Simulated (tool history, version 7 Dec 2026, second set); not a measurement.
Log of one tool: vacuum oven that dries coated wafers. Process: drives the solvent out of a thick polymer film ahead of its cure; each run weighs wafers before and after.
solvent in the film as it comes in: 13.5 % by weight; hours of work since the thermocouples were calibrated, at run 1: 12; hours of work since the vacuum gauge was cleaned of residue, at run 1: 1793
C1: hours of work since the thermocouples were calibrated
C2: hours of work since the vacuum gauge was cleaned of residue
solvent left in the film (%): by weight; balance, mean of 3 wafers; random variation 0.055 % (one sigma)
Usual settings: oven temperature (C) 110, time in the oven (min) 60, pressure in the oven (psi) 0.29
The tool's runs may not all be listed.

run 1 day=0 | oven_temperature_(C)=110 time_in_the_oven_(min)=60 pressure_in_the_oven_(psi)=0.29 | C1=12 C2=1793 | solvent_left_in_the_film_(%)=4.31
run 2 day=2.054 | oven_temperature_(C)=110 time_in_the_oven_(min)=60 pressure_in_the_oven_(psi)=0.29 | C1=42 C2=1823 | solvent_left_in_the_film_(%)=4.23
run 3 day=3.746 | oven_temperature_(C)=110 time_in_the_oven_(min)=60 pressure_in_the_oven_(psi)=0.29 | C1=67 C2=1849 | solvent_left_in_the_film_(%)=4.13
run 4 day=6.888 | oven_temperature_(C)=110 time_in_the_oven_(min)=60 pressure_in_the_oven_(psi)=0.29 | C1=114 C2=1895 | solvent_left_in_the_film_(%)=4.17
run 5 day=9.479 | oven_temperature_(C)=110 time_in_the_oven_(min)=60 pressure_in_the_oven_(psi)=0.29 | C1=153 C2=1934 | solvent_left_in_the_film_(%)=4.24
run 6 day=11.512 | oven_temperature_(C)=110 time_in_the_oven_(min)=60 pressure_in_the_oven_(psi)=0.616 | C1=183 C2=1964 | solvent_left_in_the_film_(%)=6.23
run 7 day=14.662 | oven_temperature_(C)=110 time_in_the_oven_(min)=60 pressure_in_the_oven_(psi)=0.29 | C1=230 C2=2011 | solvent_left_in_the_film_(%)=4.26
run 8 day=16.917 | oven_temperature_(C)=110 time_in_the_oven_(min)=60 pressure_in_the_oven_(psi)=0.29 | C1=264 C2=2045 | solvent_left_in_the_film_(%)=4.17
run 9 day=18.842 | oven_temperature_(C)=110 time_in_the_oven_(min)=60 pressure_in_the_oven_(psi)=0.29 | C1=293 C2=2074 | solvent_left_in_the_film_(%)=4.16
run 10 day=21.883 | oven_temperature_(C)=110 time_in_the_oven_(min)=60 pressure_in_the_oven_(psi)=0.29 | C1=338 C2=2119 | solvent_left_in_the_film_(%)=4.21
run 11 day=23.446 | oven_temperature_(C)=110 time_in_the_oven_(min)=60 pressure_in_the_oven_(psi)=0.29 | C1=362 C2=2143 | solvent_left_in_the_film_(%)=4.21
run 12 day=26.208 | oven_temperature_(C)=110 time_in_the_oven_(min)=60 pressure_in_the_oven_(psi)=0.29 | C1=403 C2=2184 | solvent_left_in_the_film_(%)=4.25
run 13 day=29.512 | oven_temperature_(C)=110 time_in_the_oven_(min)=60 pressure_in_the_oven_(psi)=0.29 | C1=452 C2=2233 | solvent_left_in_the_film_(%)=4.25
run 14 day=32.4 | oven_temperature_(C)=110 time_in_the_oven_(min)=35 pressure_in_the_oven_(psi)=0.29 | C1=495 C2=2276 | solvent_left_in_the_film_(%)=6.01
run 15 day=34.729 | oven_temperature_(C)=110 time_in_the_oven_(min)=35 pressure_in_the_oven_(psi)=0.29 | C1=530 C2=2311 | solvent_left_in_the_film_(%)=5.76
run 16 day=37.058 | oven_temperature_(C)=110 time_in_the_oven_(min)=35 pressure_in_the_oven_(psi)=0.29 | C1=565 C2=2346 | solvent_left_in_the_film_(%)=5.73
run 17 day=40.079 | oven_temperature_(C)=110 time_in_the_oven_(min)=35 pressure_in_the_oven_(psi)=0.29 | C1=610 C2=2391 | solvent_left_in_the_film_(%)=5.8
run 18 day=42.533 | oven_temperature_(C)=122 time_in_the_oven_(min)=60 pressure_in_the_oven_(psi)=0.29 | C1=646 C2=2428 | solvent_left_in_the_film_(%)=2.08
run 19 day=45.792 | oven_temperature_(C)=122 time_in_the_oven_(min)=60 pressure_in_the_oven_(psi)=0.29 | C1=695 C2=2476 | solvent_left_in_the_film_(%)=2.15
run 20 day=49.242 | oven_temperature_(C)=117 time_in_the_oven_(min)=60 pressure_in_the_oven_(psi)=0.29 | C1=747 C2=2528 | solvent_left_in_the_film_(%)=2.7
run 21 day=52.079 | oven_temperature_(C)=117 time_in_the_oven_(min)=60 pressure_in_the_oven_(psi)=0.29 | C1=789 C2=2570 | solvent_left_in_the_film_(%)=2.86
run 22 day=55.733 | oven_temperature_(C)=117 time_in_the_oven_(min)=60 pressure_in_the_oven_(psi)=0.29 | C1=844 C2=2625 | solvent_left_in_the_film_(%)=2.95
-- day=56.404 oven's thermocouples calibrated
run 23 day=57.671 | oven_temperature_(C)=111 time_in_the_oven_(min)=34 pressure_in_the_oven_(psi)=0.29 | C1=19 C2=2652 | solvent_left_in_the_film_(%)=5.83
-- day=57.917 vacuum gauge cleaned of residue and calibrated
run 24 day=59.596 | oven_temperature_(C)=109 time_in_the_oven_(min)=36 pressure_in_the_oven_(psi)=0.29 | C1=47 C2=25 | solvent_left_in_the_film_(%)=5.63

Forecast run 25:
run 25 day=61.971 | oven_temperature_(C)=110 time_in_the_oven_(min)=62 pressure_in_the_oven_(psi)=0.29 | C1=82 C2=61 | solvent_left_in_the_film_(%)=?

solvent left in the film (%): 3.52
Without the tool's hidden state the same run would have given solvent left in the film (%) 3.56.

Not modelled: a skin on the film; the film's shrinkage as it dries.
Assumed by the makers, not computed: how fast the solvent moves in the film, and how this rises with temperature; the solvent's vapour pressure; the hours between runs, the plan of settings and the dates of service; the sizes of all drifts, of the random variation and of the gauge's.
